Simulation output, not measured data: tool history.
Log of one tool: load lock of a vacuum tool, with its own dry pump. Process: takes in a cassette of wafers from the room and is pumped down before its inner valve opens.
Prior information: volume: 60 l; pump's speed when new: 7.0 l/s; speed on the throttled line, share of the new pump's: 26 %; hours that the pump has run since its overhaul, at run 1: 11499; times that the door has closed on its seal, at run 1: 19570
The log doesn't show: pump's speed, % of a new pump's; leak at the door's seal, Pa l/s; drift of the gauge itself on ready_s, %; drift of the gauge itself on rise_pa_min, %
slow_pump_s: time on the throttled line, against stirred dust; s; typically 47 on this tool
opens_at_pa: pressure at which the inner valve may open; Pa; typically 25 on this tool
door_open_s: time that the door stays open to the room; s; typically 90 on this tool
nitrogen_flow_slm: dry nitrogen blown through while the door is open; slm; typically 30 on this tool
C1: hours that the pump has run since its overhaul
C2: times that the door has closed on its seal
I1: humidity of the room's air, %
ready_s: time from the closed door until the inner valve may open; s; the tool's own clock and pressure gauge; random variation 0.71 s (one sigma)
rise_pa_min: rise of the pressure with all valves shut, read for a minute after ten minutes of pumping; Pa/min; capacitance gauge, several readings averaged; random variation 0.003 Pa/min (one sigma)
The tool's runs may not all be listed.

run 1 hour=0.0 | slow_pump_s=47 opens_at_pa=25 door_open_s=90 nitrogen_flow_slm=30 | C1=11499 C2=19570 | I1=46.8 | ready_s=115.9 rise_pa_min=0.120
run 2 hour=175.3 | slow_pump_s=47 opens_at_pa=25 door_open_s=90 nitrogen_flow_slm=30 | C1=11674 C2=20146 | I1=49.7 | ready_s=116.5 rise_pa_min=0.123
run 3 hour=256.6 | slow_pump_s=47 opens_at_pa=25 door_open_s=90 nitrogen_flow_slm=30 | C1=11756 C2=20413 | I1=41.8 | ready_s=115.8 rise_pa_min=0.127
run 4 hour=407.9 | slow_pump_s=47 opens_at_pa=31 door_open_s=90 nitrogen_flow_slm=30 | C1=11907 C2=20909 | I1=42.7 | ready_s=113.9 rise_pa_min=0.126
run 5 hour=591.4 | slow_pump_s=47 opens_at_pa=25 door_open_s=90 nitrogen_flow_slm=30 | C1=12090 C2=21512 | I1=46.0 | ready_s=117.5 rise_pa_min=0.132
run 6 hour=716.3 | slow_pump_s=47 opens_at_pa=25 door_open_s=90 nitrogen_flow_slm=6 | C1=12215 C2=21922 | I1=45.6 | ready_s=116.5 rise_pa_min=0.164
run 7 hour=860.5 | slow_pump_s=47 opens_at_pa=25 door_open_s=90 nitrogen_flow_slm=23 | C1=12360 C2=22396 | I1=43.1 | ready_s=117.0 rise_pa_min=0.142
run 8 hour=984.5 | slow_pump_s=47 opens_at_pa=25 door_open_s=90 nitrogen_flow_slm=30 | C1=12483 C2=22803 | I1=43.6 | ready_s=117.6 rise_pa_min=0.138
run 9 hour=1177.5 | slow_pump_s=47 opens_at_pa=25 door_open_s=90 nitrogen_flow_slm=16 | C1=12677 C2=23437 | I1=42.4 | ready_s=117.5 rise_pa_min=0.158
run 10 hour=1284.2 | slow_pump_s=47 opens_at_pa=25 door_open_s=90 nitrogen_flow_slm=16 | C1=12783 C2=23787 | I1=50.0 | ready_s=117.3 rise_pa_min=0.165
run 11 hour=1363.0 | slow_pump_s=36 opens_at_pa=25 door_open_s=90 nitrogen_flow_slm=8 | C1=12862 C2=24046 | I1=44.6 | ready_s=109.6 rise_pa_min=0.174
run 12 hour=1445.9 | slow_pump_s=34 opens_at_pa=25 door_open_s=45 nitrogen_flow_slm=30 | C1=12945 C2=24318 | I1=48.0 | ready_s=108.3 rise_pa_min=0.144
run 13 hour=1559.3 | slow_pump_s=34 opens_at_pa=30 door_open_s=90 nitrogen_flow_slm=33 | C1=13058 C2=24691 | I1=48.5 | ready_s=106.7 rise_pa_min=0.162
run 14 hour=1745.2 | slow_pump_s=28 opens_at_pa=49 door_open_s=113 nitrogen_flow_slm=19 | C1=13244 C2=25301 | I1=45.1 | ready_s=96.7 rise_pa_min=0.176
run 15 hour=1885.4 | slow_pump_s=28 opens_at_pa=49 door_open_s=113 nitrogen_flow_slm=19 | C1=13384 C2=25762 | I1=45.7 | ready_s=97.9 rise_pa_min=0.176
run 16 hour=2067.0 | slow_pump_s=28 opens_at_pa=49 door_open_s=113 nitrogen_flow_slm=19 | C1=13566 C2=26358 | I1=44.9 | ready_s=98.5 rise_pa_min=0.189
run 17 hour=2180.0 | slow_pump_s=30 opens_at_pa=25 door_open_s=90 nitrogen_flow_slm=28 | C1=13679 C2=26729 | I1=48.1 | ready_s=107.0 rise_pa_min=0.178

Branching from run 17: 4 alternative next runs. What would each branch give?
run A hour=2368.9 | slow_pump_s=30 opens_at_pa=24 door_open_s=90 nitrogen_flow_slm=28 | C1=13868 C2=27350 | I1=42.5 | ready_s=? rise_pa_min=?
run B hour=2368.9 | slow_pump_s=30 opens_at_pa=25 door_open_s=174 nitrogen_flow_slm=19 | C1=13868 C2=27350 | I1=45.8 | ready_s=? rise_pa_min=?
run C hour=2368.9 | slow_pump_s=47 opens_at_pa=25 door_open_s=90 nitrogen_flow_slm=20 | C1=13868 C2=27350 | I1=44.3 | ready_s=? rise_pa_min=?
run D hour=2368.9 | slow_pump_s=30 opens_at_pa=20 door_open_s=187 nitrogen_flow_slm=28 | C1=13868 C2=27350 | I1=47.5 | ready_s=? rise_pa_min=?

run=A ready_s=107.0 rise_pa_min=0.176
run=B ready_s=106.9 rise_pa_min=0.209
run=C ready_s=117.9 rise_pa_min=0.189
run=D ready_s=110.7 rise_pa_min=0.202
Without the tool's hidden state the same runs would have given:
run=A ready_s=94.4 rise_pa_min=0.024
run=B ready_s=94.3 rise_pa_min=0.056
run=C ready_s=106.3 rise_pa_min=0.036
run=D ready_s=97.6 rise_pa_min=0.047
